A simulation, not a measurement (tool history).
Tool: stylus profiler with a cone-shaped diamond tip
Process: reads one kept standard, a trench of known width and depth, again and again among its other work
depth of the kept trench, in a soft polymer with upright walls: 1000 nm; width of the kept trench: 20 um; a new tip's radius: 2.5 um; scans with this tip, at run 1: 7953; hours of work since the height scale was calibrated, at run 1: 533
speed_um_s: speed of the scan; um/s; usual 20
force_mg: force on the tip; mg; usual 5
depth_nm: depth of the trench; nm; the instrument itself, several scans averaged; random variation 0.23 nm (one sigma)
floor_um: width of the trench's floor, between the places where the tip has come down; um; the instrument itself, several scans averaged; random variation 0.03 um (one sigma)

run   hour  speed_um_s  force_mg  scans with this tip  hours of work since the height scale was calibrated  depth_nm  floor_um
  1      0          20         5                 7953                                                  533   1013.04     14.39
  2    8.1          20         5                 8004                                                  537   1012.65     14.31
  3   26.1          20         5                 8115                                                  544   1012.98     14.32
  4   40.5           6         5                 8204                                                  550   1012.95     14.34
  5   50.5           6         5                 8265                                                  554   1013.44     14.31
  6     70           6         5                 8386                                                  562   1013.41     14.29
  7   80.1           6         5                 8449                                                  567   1013.46     14.29
  8   94.7           6         5                 8539                                                  573   1013.32     14.25
  9  109.8          19         5                 8632                                                  579   1012.93     14.16
 10  121.9          19         5                 8707                                                  584   1012.95     14.21
 11  139.8          19         5                 8817                                                  591   1013.43     14.17
 12  149.5          19         5                 8877                                                  595    1013.4     14.16
 13  159.7          27         5                 8940                                                  600   1013.53     14.14
 14  178.1          20         5                 9054                                                  607   1013.25     14.19
 15  194.9          20         5                 9158                                                  614   1013.41     14.13
 16  213.6          20         5                 9274                                                  622   1013.07     14.13
 17  227.6          20         5                 9360                                                  628   1013.44     14.12
 18  244.8          20         5                 9467                                                  635   1013.43      14.1
 19  259.8          20         5                 9559                                                  641   1013.65     14.11
 20  272.1          20         5                 9635                                                  646   1013.73     14.06
 21    291          31      3.38                 9752                                                  654   1011.31     13.98
 22  302.7          31      3.38                 9824                                                  659   1011.06     13.97
 23  319.6          31      3.38                 9929                                                  666   1011.29     14.02
 24  333.2          24      1.97                10013                                                  672   1009.31     13.97
 25  347.4          47     10.03                10100                                                  677    1019.7     13.93
 26  366.8          62      2.89                10220                                                  685    1010.3     13.85
 27  376.9          27      5.49                10283                                                  690   1014.06     13.93
 28  393.2          25      5.49                10384                                                  696   1014.13      13.9
 29  406.4          23       3.8                10465                                                  702   1012.31     13.91
 30  419.7          29      9.49                10547                                                  707   1019.38     13.91
 31  429.1          29      9.49                10605                                                  711   1019.29     13.92
 32  448.6          12      2.02                10726                                                  719   1009.57     13.84
 33  461.7          12      2.02                10807                                                  725   1009.28     13.88
 34  477.5          53      8.21                10905                                                  731   1017.99     13.81
 35  492.8          63      2.87                10999                                                  738   1010.83     13.76
 36  511.8          12      4.12                11117                                                  746   1012.69     13.86
 37  528.8          14      8.49                11222                                                  753   1018.04     13.83
 38  544.7           9     12.78                11320                                                  759    1023.3     13.75
 39  561.5          34      7.23                11424                                                  766   1017.36     13.73

4 ways to go on from here, each from the tool as it stands after run 39. What would each give?
  A  570.5          34      4.46                11479                                                  770         ?         ?
  B  570.5           6     14.56                11479                                                  770         ?         ?
  C  570.5          14     11.72                11479                                                  770         ?         ?
  D  570.5          29      2.75                11479                                                  770         ?         ?

run  depth_nm  floor_um
  A   1013.25     13.72
  B   1025.25     13.83
  C    1022.2     13.78
  D   1010.85     13.73
Without the tool's hidden state the same runs would have given:
run  depth_nm  floor_um
  A   1009.46     15.92
  B   1021.42     16.03
  C   1018.38     15.98
  D   1007.07     15.93
